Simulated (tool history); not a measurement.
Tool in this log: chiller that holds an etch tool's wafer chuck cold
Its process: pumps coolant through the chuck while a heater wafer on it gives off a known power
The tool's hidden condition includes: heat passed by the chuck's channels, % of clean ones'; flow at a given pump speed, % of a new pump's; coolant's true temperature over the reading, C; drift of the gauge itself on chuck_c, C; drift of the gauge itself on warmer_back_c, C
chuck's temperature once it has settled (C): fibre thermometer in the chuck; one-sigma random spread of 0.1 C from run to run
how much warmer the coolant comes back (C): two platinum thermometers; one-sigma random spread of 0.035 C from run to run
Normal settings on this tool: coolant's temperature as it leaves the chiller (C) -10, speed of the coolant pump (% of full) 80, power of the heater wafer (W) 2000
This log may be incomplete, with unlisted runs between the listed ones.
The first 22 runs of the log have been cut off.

run	hour	coolant's temperature as it leaves the chiller (C)	speed of the coolant pump (% of full)	power of the heater wafer (W)	hours since the coolant was changed and the channels were flushed	hours since the pump was overhauled	hours since the chiller's thermometer was calibrated	chuck's temperature once it has settled (C)	how much warmer the coolant comes back (C)
23	3571.7	-15	88	1021	1373	906	2894	-2.6	2.67
24	3710.1	-15	88	1021	1512	1044	3033	-2.6	2.72
25	3891.5	-3	66	2176	1693	1226	3214	29.3	7.91
26	4088.6	-3	66	2176	1890	1423	3411	29.8	7.97
27	4316.5	-1	87	1540	2118	1651	3639	18.2	4.18
28	4474.1	-5	73	1540	2276	1808	3797	16.9	5.06
29	4601.0	-5	73	1540	2403	1935	3923	16.9	5.09
# hour 4642.1: chiller's thermometer calibrated
30	4778.6	-11	74	2950	2579	2112	137	30.4	9.69

What if the next run were any one of these 4? Each begins from the tool's condition after run 30:
A	4948.2	-13	88	1621	2749	2281	306	?	?
B	4948.2	-10	76	1504	2749	2281	306	?	?
C	4948.2	-16	74	2950	2749	2281	306	?	?
D	4948.2	-18	80	2000	2749	2281	306	?	?

run	chuck's temperature once it has settled (C)	how much warmer the coolant comes back (C)
A	7.2	4.47
B	10.7	4.83
C	25.4	9.65
D	8.6	6.08
Had the tool no hidden state, the same runs would have come out as:
run	chuck's temperature once it has settled (C)	how much warmer the coolant comes back (C)
A	5.7	4.30
B	9.2	4.64
C	22.5	9.27
D	6.7	5.84
